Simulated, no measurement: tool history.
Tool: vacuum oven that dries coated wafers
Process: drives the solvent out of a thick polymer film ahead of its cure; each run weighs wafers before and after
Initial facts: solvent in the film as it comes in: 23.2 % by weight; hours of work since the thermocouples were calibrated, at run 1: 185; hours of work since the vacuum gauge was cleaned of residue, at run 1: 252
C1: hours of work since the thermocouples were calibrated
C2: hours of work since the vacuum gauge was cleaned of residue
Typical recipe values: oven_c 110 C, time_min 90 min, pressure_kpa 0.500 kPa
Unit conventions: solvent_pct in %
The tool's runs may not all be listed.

Run 1, day 0.000: usual settings; C1 185; C2 252. Result: solvent_pct 1.52 %.
Run 2, day 2.288: usual settings; C1 211; C2 279. Result: solvent_pct 1.52 %.
Run 3, day 4.671: usual settings but oven_c 113 C; C1 239; C2 307. Result: solvent_pct 1.13 %.
Run 4, day 7.358: usual settings but pressure_kpa 1.200 kPa; C1 271; C2 338. Result: solvent_pct 2.45 %.
Run 5, day 9.308: usual settings but time_min 132 min; C1 294; C2 361. Result: solvent_pct 0.98 %.
Run 6, day 11.333: usual settings but time_min 132 min, pressure_kpa 0.449 kPa; C1 318; C2 385. Result: solvent_pct 0.88 %.
Run 7, day 14.038: usual settings but oven_c 104 C, pressure_kpa 0.356 kPa; C1 350; C2 417. Result: solvent_pct 3.03 %.
Run 8, day 15.671: usual settings but oven_c 121 C, time_min 89 min, pressure_kpa 0.850 kPa; C1 369; C2 436. Result: solvent_pct 0.94 %.
Run 9, day 18.700: usual settings but oven_c 122 C, time_min 103 min, pressure_kpa 1.383 kPa; C1 404; C2 472. Result: solvent_pct 1.26 %.

What does the tool deliver on the next run?
Run 10, day 21.412: usual settings but oven_c 122 C, time_min 103 min, pressure_kpa 1.383 kPa; C1 436; C2 503. Result: solvent_pct ?.

solvent_pct: 1.34 %
On a tool with no hidden condition, and with the same random variation, this run would have come out at solvent_pct 1.23 %.

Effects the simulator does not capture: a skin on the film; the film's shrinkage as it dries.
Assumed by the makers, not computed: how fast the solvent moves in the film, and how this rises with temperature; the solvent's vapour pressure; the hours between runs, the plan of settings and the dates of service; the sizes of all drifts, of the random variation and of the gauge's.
